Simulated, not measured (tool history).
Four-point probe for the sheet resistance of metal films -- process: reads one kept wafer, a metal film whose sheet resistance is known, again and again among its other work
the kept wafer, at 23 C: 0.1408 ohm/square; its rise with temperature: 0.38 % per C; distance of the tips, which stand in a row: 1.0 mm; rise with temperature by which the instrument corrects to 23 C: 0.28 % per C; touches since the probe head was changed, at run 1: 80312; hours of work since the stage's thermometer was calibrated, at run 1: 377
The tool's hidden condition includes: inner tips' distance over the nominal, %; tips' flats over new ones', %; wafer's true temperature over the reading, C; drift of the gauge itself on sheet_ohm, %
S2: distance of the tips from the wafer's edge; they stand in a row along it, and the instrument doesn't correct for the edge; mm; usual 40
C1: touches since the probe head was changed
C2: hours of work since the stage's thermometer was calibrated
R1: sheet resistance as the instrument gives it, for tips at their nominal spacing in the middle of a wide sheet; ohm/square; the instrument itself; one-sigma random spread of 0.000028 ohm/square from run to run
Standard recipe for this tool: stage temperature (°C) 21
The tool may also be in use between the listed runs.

run 1 hour=0 | stage_temperature_(°C)=21 S2=40 | C1=80312 C2=377 | R1=0.14052
run 2 hour=50.2 | stage_temperature_(°C)=21 S2=40 | C1=82491 C2=413 | R1=0.140555
run 3 hour=77.3 | stage_temperature_(°C)=21 S2=40 | C1=83668 C2=432 | R1=0.140596
run 4 hour=130.8 | stage_temperature_(°C)=21 S2=40 | C1=85992 C2=469 | R1=0.140519
run 5 hour=173.3 | stage_temperature_(°C)=21 S2=40 | C1=87837 C2=499 | R1=0.140625
run 6 hour=214.4 | stage_temperature_(°C)=19 S2=40 | C1=89620 C2=528 | R1=0.14026
run 7 hour=252.4 | stage_temperature_(°C)=21 S2=40 | C1=91270 C2=555 | R1=0.140631
run 8 hour=305.6 | stage_temperature_(°C)=21 S2=40 | C1=93581 C2=592 | R1=0.140586
run 9 hour=346.7 | stage_temperature_(°C)=21 S2=40 | C1=95365 C2=621 | R1=0.140678
run 10 hour=384.1 | stage_temperature_(°C)=21 S2=40 | C1=96990 C2=648 | R1=0.140621
run 11 hour=416.1 | stage_temperature_(°C)=25 S2=40 | C1=98380 C2=670 | R1=0.141298
run 12 hour=454.7 | stage_temperature_(°C)=30 S2=40 | C1=100056 C2=697 | R1=0.142019
run 13 hour=480.4 | stage_temperature_(°C)=30 S2=40 | C1=101170 C2=716 | R1=0.142051
run 14 hour=526.7 | stage_temperature_(°C)=30 S2=40 | C1=103182 C2=748 | R1=0.142061
run 15 hour=575.6 | stage_temperature_(°C)=21 S2=40 | C1=105305 C2=783 | R1=0.140686
run 16 hour=613.8 | stage_temperature_(°C)=21 S2=40 | C1=106966 C2=810 | R1=0.140721
run 17 hour=642.7 | stage_temperature_(°C)=19 S2=35 | C1=108220 C2=830 | R1=0.140439
run 18 hour=681.7 | stage_temperature_(°C)=34 S2=38 | C1=109911 C2=857 | R1=0.142606
run 19 hour=725.5 | stage_temperature_(°C)=22 S2=20 | C1=111813 C2=888 | R1=0.141081
run 20 hour=774.7 | stage_temperature_(°C)=28 S2=8 | C1=113948 C2=923 | R1=0.142901
run 21 hour=813.6 | stage_temperature_(°C)=28 S2=4 | C1=115639 C2=950 | R1=0.146383
run 22 hour=852.5 | stage_temperature_(°C)=28 S2=4 | C1=117329 C2=978 | R1=0.146382
run 23 hour=898.4 | stage_temperature_(°C)=33 S2=48 | C1=119322 C2=1010 | R1=0.142584
run 24 hour=922.9 | stage_temperature_(°C)=18 S2=41 | C1=120385 C2=1027 | R1=0.140351
run 25 hour=961.8 | stage_temperature_(°C)=18 S2=41 | C1=122073 C2=1054 | R1=0.140397
run 26 hour=1008.5 | stage_temperature_(°C)=18 S2=41 | C1=124102 C2=1087 | R1=0.140454
run 27 hour=1061.6 | stage_temperature_(°C)=25 S2=3 | C1=126406 C2=1125 | R1=0.149399
run 28 hour=1103.2 | stage_temperature_(°C)=18 S2=26 | C1=128214 C2=1154 | R1=0.140484
run 29 hour=1131 | stage_temperature_(°C)=32 S2=6 | C1=129423 C2=1174 | R1=0.144611
run 30 hour=1160.8 | stage_temperature_(°C)=18 S2=5 | C1=130713 C2=1195 | R1=0.143422
run 31 hour=1194.4 | stage_temperature_(°C)=21 S2=55 | C1=132175 C2=1218 | R1=0.140938
run 32 hour=1236.5 | stage_temperature_(°C)=30 S2=6 | C1=134003 C2=1248 | R1=0.144327

Table of differences, measured result less the result of that run with no hidden state. Run-to-run variation is the same in both. Gauge scatter possibly is not:
run=1 R1=-0.000024
run=2 R1=-0.000008
run=3 R1=+0.000002
run=4 R1=+0.000021
run=5 R1=+0.000036
run=6 R1=+0.000048
run=7 R1=+0.000061
run=8 R1=+0.000079
run=9 R1=+0.000095
run=10 R1=+0.000109
run=11 R1=+0.00012
run=12 R1=+0.000133
run=13 R1=+0.000141
run=14 R1=+0.000157
run=15 R1=+0.000174
run=16 R1=+0.000187
run=17 R1=+0.000197
run=18 R1=+0.00021
run=19 R1=+0.000227
run=20 R1=+0.000245
run=21 R1=+0.000264
run=22 R1=+0.000278
run=23 R1=+0.000286
run=24 R1=+0.000294
run=25 R1=+0.00031
run=26 R1=+0.000325
run=27 R1=+0.00036
run=28 R1=+0.000359
run=29 R1=+0.000372
run=30 R1=+0.000387
run=31 R1=+0.00039
run=32 R1=+0.00041

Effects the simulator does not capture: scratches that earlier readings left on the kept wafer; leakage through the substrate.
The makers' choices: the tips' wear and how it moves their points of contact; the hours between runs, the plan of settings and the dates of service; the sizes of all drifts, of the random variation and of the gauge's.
